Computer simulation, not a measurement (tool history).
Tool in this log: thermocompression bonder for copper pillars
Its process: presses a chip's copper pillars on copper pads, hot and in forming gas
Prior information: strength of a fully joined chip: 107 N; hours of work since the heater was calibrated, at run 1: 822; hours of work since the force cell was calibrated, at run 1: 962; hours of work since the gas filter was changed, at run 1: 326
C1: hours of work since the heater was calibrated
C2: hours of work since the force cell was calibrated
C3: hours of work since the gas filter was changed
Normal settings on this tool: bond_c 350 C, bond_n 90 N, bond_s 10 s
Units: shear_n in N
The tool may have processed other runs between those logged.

{"run": 1, "day": 0.0, "bond_c": 350, "bond_n": 90, "bond_s": 10, "C1": 822, "C2": 962, "C3": 326, "shear_n": 67.4}
{"day": 2.229, "done": "forming gas filter changed"}
{"run": 2, "day": 2.312, "bond_c": 350, "bond_n": 90, "bond_s": 10, "C1": 850, "C2": 990, "C3": 1, "shear_n": 72.2}
{"run": 3, "day": 3.392, "bond_c": 350, "bond_n": 90, "bond_s": 10, "C1": 863, "C2": 1003, "C3": 14, "shear_n": 72.0}
{"run": 4, "day": 5.954, "bond_c": 350, "bond_n": 90, "bond_s": 10, "C1": 894, "C2": 1034, "C3": 45, "shear_n": 70.8}
{"run": 5, "day": 7.796, "bond_c": 350, "bond_n": 90, "bond_s": 10, "C1": 917, "C2": 1056, "C3": 68, "shear_n": 73.3}
{"run": 6, "day": 9.138, "bond_c": 350, "bond_n": 90, "bond_s": 12, "C1": 933, "C2": 1073, "C3": 84, "shear_n": 74.2}
{"run": 7, "day": 11.496, "bond_c": 350, "bond_n": 90, "bond_s": 12, "C1": 962, "C2": 1101, "C3": 112, "shear_n": 73.0}
{"run": 8, "day": 12.538, "bond_c": 350, "bond_n": 90, "bond_s": 12, "C1": 974, "C2": 1114, "C3": 125, "shear_n": 73.5}
{"run": 9, "day": 14.254, "bond_c": 350, "bond_n": 90, "bond_s": 12, "C1": 995, "C2": 1135, "C3": 146, "shear_n": 73.1}
{"run": 10, "day": 15.696, "bond_c": 350, "bond_n": 90, "bond_s": 12, "C1": 1013, "C2": 1152, "C3": 163, "shear_n": 73.6}
{"run": 11, "day": 17.046, "bond_c": 350, "bond_n": 90, "bond_s": 12, "C1": 1029, "C2": 1169, "C3": 180, "shear_n": 71.9}
{"run": 12, "day": 19.467, "bond_c": 325, "bond_n": 127, "bond_s": 17, "C1": 1058, "C2": 1198, "C3": 209, "shear_n": 77.3}
{"run": 13, "day": 20.562, "bond_c": 380, "bond_n": 85, "bond_s": 18, "C1": 1072, "C2": 1211, "C3": 222, "shear_n": 87.0}
{"run": 14, "day": 21.979, "bond_c": 380, "bond_n": 85, "bond_s": 18, "C1": 1089, "C2": 1228, "C3": 240, "shear_n": 86.3}
{"day": 23.775, "done": "force cell calibrated"}
{"run": 15, "day": 23.792, "bond_c": 380, "bond_n": 85, "bond_s": 18, "C1": 1110, "C2": 0, "C3": 261, "shear_n": 86.0}
{"run": 16, "day": 26.292, "bond_c": 362, "bond_n": 119, "bond_s": 6, "C1": 1140, "C2": 31, "C3": 291, "shear_n": 69.9}
{"run": 17, "day": 27.762, "bond_c": 350, "bond_n": 99, "bond_s": 12, "C1": 1158, "C2": 48, "C3": 309, "shear_n": 71.7}

Forecast each of these 4 alternatives for the next run:
{"run": "A", "day": 29.625, "bond_c": 350, "bond_n": 74, "bond_s": 14, "C1": 1181, "C2": 71, "C3": 332, "shear_n": "?"}
{"run": "B", "day": 29.625, "bond_c": 350, "bond_n": 94, "bond_s": 12, "C1": 1181, "C2": 71, "C3": 332, "shear_n": "?"}
{"run": "C", "day": 29.625, "bond_c": 353, "bond_n": 108, "bond_s": 21, "C1": 1181, "C2": 71, "C3": 332, "shear_n": "?"}
{"run": "D", "day": 29.625, "bond_c": 350, "bond_n": 90, "bond_s": 11, "C1": 1181, "C2": 71, "C3": 332, "shear_n": "?"}

run=A shear_n=65.0
run=B shear_n=69.1
run=C shear_n=83.9
run=D shear_n=67.3
The same runs, with their run-to-run variation unchanged, on a tool lacking any hidden condition would have given:
run=A shear_n=74.1
run=B shear_n=78.6
run=C shear_n=94.0
run=D shear_n=76.6
